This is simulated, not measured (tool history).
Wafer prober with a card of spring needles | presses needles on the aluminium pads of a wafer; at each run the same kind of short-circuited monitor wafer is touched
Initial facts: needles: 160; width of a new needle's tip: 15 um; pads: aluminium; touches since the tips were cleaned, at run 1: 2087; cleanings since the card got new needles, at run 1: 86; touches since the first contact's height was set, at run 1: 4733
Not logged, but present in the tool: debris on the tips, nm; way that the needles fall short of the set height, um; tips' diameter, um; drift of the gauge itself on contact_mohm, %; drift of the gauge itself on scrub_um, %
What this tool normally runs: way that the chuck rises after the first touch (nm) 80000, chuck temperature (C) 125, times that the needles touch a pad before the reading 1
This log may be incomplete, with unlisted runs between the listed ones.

run,hour,way that the chuck rises after the first touch (nm),chuck temperature (C),times that the needles touch a pad before the reading,touches since the tips were cleaned,cleanings since the card got new needles,touches since the first contact's height was set,resistance of one needle with its contact and lead (mohm),way that a needle slides on the pad (nm)
1,0,80000,125,1,2087,86,4733,306,19140
# hour 6.6: tips cleaned on abrasive film
# hour 23: tips cleaned on abrasive film
# hour 36.7: tips cleaned on abrasive film
2,36.7,80000,125,1,0,89,14540,304,19100
# hour 52.2: tips cleaned on abrasive film
3,53.5,80000,57,1,336,90,19039,284,19100
# hour 67.5: tips cleaned on abrasive film
4,76.5,80000,57,1,2433,91,25220,289,19100
# hour 82.8: tips cleaned on abrasive film
# hour 96.5: tips cleaned on abrasive film
# hour 109.9: tips cleaned on abrasive film
5,109.9,80000,57,1,0,94,34132,284,19140
# hour 124.1: tips cleaned on abrasive film
6,128.9,80000,57,1,1276,95,39220,283,19200
# hour 139.8: tips cleaned on abrasive film
# hour 155.4: tips cleaned on abrasive film
7,156.9,80000,125,1,408,97,46725,307,19140
# hour 169.9: tips cleaned on abrasive film
# hour 183.2: tips cleaned on abrasive film
8,194.6,80000,57,1,3066,99,56824,281,19180
# hour 198: tips cleaned on abrasive film
# hour 213.3: tips cleaned on abrasive film
# hour 229.3: tips cleaned on abrasive film
9,232.6,80000,125,1,888,102,66986,304,19130
# hour 244.1: tips cleaned on abrasive film
# hour 258.8: tips cleaned on abrasive film
10,271.1,64000,125,1,3314,104,77313,312,15330
# hour 274.1: tips cleaned on abrasive film
# hour 287.6: tips cleaned on abrasive film
# hour 302.8: tips cleaned on abrasive film
11,309.4,80000,30,1,1792,107,87545,275,19150
# hour 317.5: tips cleaned on abrasive film
# hour 332.5: tips cleaned on abrasive film
# hour 346.5: tips cleaned on abrasive film
12,347.2,80000,30,1,183,110,97636,275,19120
# hour 362.2: tips cleaned on abrasive film
13,373.5,80000,30,1,3051,111,104721,274,19200
# hour 376.1: tips cleaned on abrasive film
# hour 390: tips cleaned on abrasive film
14,396,64000,32,2,1626,113,110716,279,15250
# hour 406.2: tips cleaned on abrasive film
# hour 419.4: tips cleaned on abrasive film
# hour 433.1: tips cleaned on abrasive film
15,434.5,64000,32,2,373,116,121021,277,15260
# hour 446.8: tips cleaned on abrasive film
# hour 461: tips cleaned on abrasive film
16,464.1,80000,125,2,819,118,128922,303,19110
# hour 476.1: tips cleaned on abrasive film
# hour 489.5: tips cleaned on abrasive film
17,489.5,80000,36,3,0,120,135719,275,19150
# hour 503.3: tips cleaned on abrasive film
# hour 518.3: tips cleaned on abrasive film
18,522.8,98000,70,1,1229,122,144657,286,23530
# hour 533.2: tips cleaned on abrasive film
# hour 547.9: tips cleaned on abrasive film
19,560.4,83000,38,3,3348,124,154711,274,19820
# hour 562.2: tips cleaned on abrasive film
# hour 577.6: tips cleaned on abrasive film
20,584.7,64000,30,2,1902,126,161208,281,15270
# hour 591.1: tips cleaned on abrasive film
21,602,78000,125,1,2920,127,165841,304,18610
# hour 604.8: tips cleaned on abrasive film
# hour 611.5: height of the first contact set anew
# hour 618.8: tips cleaned on abrasive film
22,621.7,86000,98,1,762,129,2723,291,20550
# hour 632.6: tips cleaned on abrasive film
# hour 646.3: tips cleaned on abrasive film
23,655,73000,61,3,2330,131,11639,283,17440

What if the next run were any one of these 3? Each begins from the tool's condition after run 23:
# hour 660.4: tips cleaned on abrasive film
# hour 675.8: tips cleaned on abrasive film
A,678.7,87000,125,1,785,133,17987,?,?
# hour 660.4: tips cleaned on abrasive film
# hour 675.8: tips cleaned on abrasive film
B,678.7,91000,27,2,785,133,17987,?,?
# hour 660.4: tips cleaned on abrasive film
# hour 675.8: tips cleaned on abrasive film
C,678.7,80000,125,1,785,133,17987,?,?

run,resistance of one needle with its contact and lead (mohm),way that a needle slides on the pad (nm)
A,300,20810
B,272,21850
C,303,19140
With no hidden state in the tool, these same runs would have given:
run,resistance of one needle with its contact and lead (mohm),way that a needle slides on the pad (nm)
A,300,20810
B,272,21850
C,302,19140
